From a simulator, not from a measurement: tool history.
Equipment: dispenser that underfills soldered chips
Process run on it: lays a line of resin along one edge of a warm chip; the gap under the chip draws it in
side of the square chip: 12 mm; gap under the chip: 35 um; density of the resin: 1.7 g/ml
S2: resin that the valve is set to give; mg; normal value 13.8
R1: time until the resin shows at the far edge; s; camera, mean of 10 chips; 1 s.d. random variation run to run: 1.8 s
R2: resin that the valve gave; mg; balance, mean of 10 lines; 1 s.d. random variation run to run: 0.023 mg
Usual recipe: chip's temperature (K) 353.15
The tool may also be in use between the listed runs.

Run 1, hour 0.0: usual settings. Result: R1 220.9 s, R2 13.57 mg.
At hour 1.2: new syringe of resin.
At hour 12.6: new syringe of resin.
Run 2, hour 13.7: usual settings but chip's temperature (K) 341.15. Result: R1 258.0 s, R2 13.49 mg.
At hour 24.4: new syringe of resin.
Run 3, hour 25.5: usual settings but chip's temperature (K) 341.15. Result: R1 262.6 s, R2 13.46 mg.
Run 4, hour 32.3: usual settings but chip's temperature (K) 341.15. Result: R1 309.7 s, R2 13.41 mg.
At hour 36.4: new syringe of resin.
At hour 38.6: dispensing valve cleaned and set on the balance.
Run 5, hour 46.8: usual settings. Result: R1 215.6 s, R2 13.76 mg.
At hour 49.1: new syringe of resin.
Run 6, hour 58.1: usual settings. Result: R1 215.6 s, R2 13.70 mg.
At hour 60.2: new syringe of resin.
Run 7, hour 70.2: usual settings but chip's temperature (K) 359.15. Result: R1 185.5 s, R2 13.74 mg.
At hour 71.5: new syringe of resin.
At hour 82.6: new syringe of resin.
Run 8, hour 85.1: usual settings but chip's temperature (K) 359.15. Result: R1 152.6 s, R2 13.59 mg.
At hour 94.1: new syringe of resin.
Run 9, hour 95.3: usual settings but chip's temperature (K) 359.15. Result: R1 151.0 s, R2 13.59 mg.
At hour 105.8: new syringe of resin.
Run 10, hour 106.8: usual settings. Result: R1 171.4 s, R2 13.56 mg.
At hour 118.0: new syringe of resin.
Run 11, hour 119.4: usual settings. Result: R1 180.3 s, R2 13.45 mg.
At hour 129.2: new syringe of resin.
Run 12, hour 132.9: usual settings. Result: R1 182.9 s, R2 13.44 mg.
At hour 140.3: new syringe of resin.
Run 13, hour 144.3: usual settings. Result: R1 189.6 s, R2 13.40 mg.
At hour 146.4: dispensing valve cleaned and set on the balance.
At hour 153.2: new syringe of resin.
Run 14, hour 159.9: usual settings but S2 14.6 mg. Result: R1 195.6 s, R2 14.46 mg.
At hour 164.3: new syringe of resin.
Run 15, hour 169.3: usual settings but chip's temperature (K) 361.15, S2 15.2 mg. Result: R1 148.2 s, R2 15.05 mg.
At hour 176.7: new syringe of resin.
Run 16, hour 182.9: usual settings but chip's temperature (K) 358.15, S2 12.8 mg. Result: R1 169.9 s, R2 12.63 mg.
At hour 188.5: new syringe of resin.
Run 17, hour 191.1: usual settings but S2 14.7 mg. Result: R1 181.7 s, R2 14.48 mg.
At hour 200.2: new syringe of resin.
Run 18, hour 200.2: usual settings but chip's temperature (K) 356.15. Result: R1 150.6 s, R2 13.54 mg.
Run 19, hour 207.1: usual settings but chip's temperature (K) 351.15, S2 12.9 mg. Result: R1 213.5 s, R2 12.61 mg.
At hour 211.7: new syringe of resin.
Run 20, hour 218.6: usual settings but chip's temperature (K) 366.15, S2 13.9 mg. Result: R1 136.5 s, R2 13.59 mg.
At hour 223.2: new syringe of resin.
Run 21, hour 228.0: usual settings but chip's temperature (K) 366.15, S2 13.9 mg. Result: R1 132.9 s, R2 13.51 mg.
At hour 234.4: new syringe of resin.
Run 22, hour 242.5: usual settings but chip's temperature (K) 366.15, S2 13.9 mg. Result: R1 141.7 s, R2 13.50 mg.
At hour 245.8: new syringe of resin.
At hour 253.7: dispensing valve cleaned and set on the balance.
Run 23, hour 254.5: usual settings but chip's temperature (K) 366.15, S2 13.9 mg. Result: R1 138.5 s, R2 13.95 mg.
At hour 258.6: new syringe of resin.
Run 24, hour 264.9: usual settings but chip's temperature (K) 366.15, S2 13.9 mg. Result: R1 134.5 s, R2 13.92 mg.
At hour 270.4: new syringe of resin.
Run 25, hour 276.6: usual settings but chip's temperature (K) 366.15, S2 13.9 mg. Result: R1 134.9 s, R2 13.90 mg.

Consider 5 possible next runs. They are alternatives, not a sequence: every one starts from the tool as it was left by run 25. What does each give?
At hour 282.5: new syringe of resin.
Run A, hour 286.3: usual settings but chip's temperature (K) 347.15, S2 14.2 mg. Result: R1 ?, R2 ?.
At hour 282.5: new syringe of resin.
Run B, hour 286.3: usual settings but chip's temperature (K) 343.15, S2 17.4 mg. Result: R1 ?, R2 ?.
At hour 282.5: new syringe of resin.
Run C, hour 286.3: usual settings but chip's temperature (K) 343.15, S2 11.9 mg. Result: R1 ?, R2 ?.
At hour 282.5: new syringe of resin.
Run D, hour 286.3: usual settings but chip's temperature (K) 355.15, S2 13.6 mg. Result: R1 ?, R2 ?.
At hour 282.5: new syringe of resin.
Run E, hour 286.3: usual settings but chip's temperature (K) 340.15, S2 12.6 mg. Result: R1 ?, R2 ?.

run     R1     R2
  A  219.1  14.13
  B  247.5  17.29
  C  261.1  11.84
  D  172.3  13.50
  E  275.9  12.56
What these runs would have given with no unlogged condition in the tool:
run     R1     R2
  A  206.9  14.20
  B  233.9  17.38
  C  246.6  11.90
  D  162.4  13.57
  E  260.7  12.63

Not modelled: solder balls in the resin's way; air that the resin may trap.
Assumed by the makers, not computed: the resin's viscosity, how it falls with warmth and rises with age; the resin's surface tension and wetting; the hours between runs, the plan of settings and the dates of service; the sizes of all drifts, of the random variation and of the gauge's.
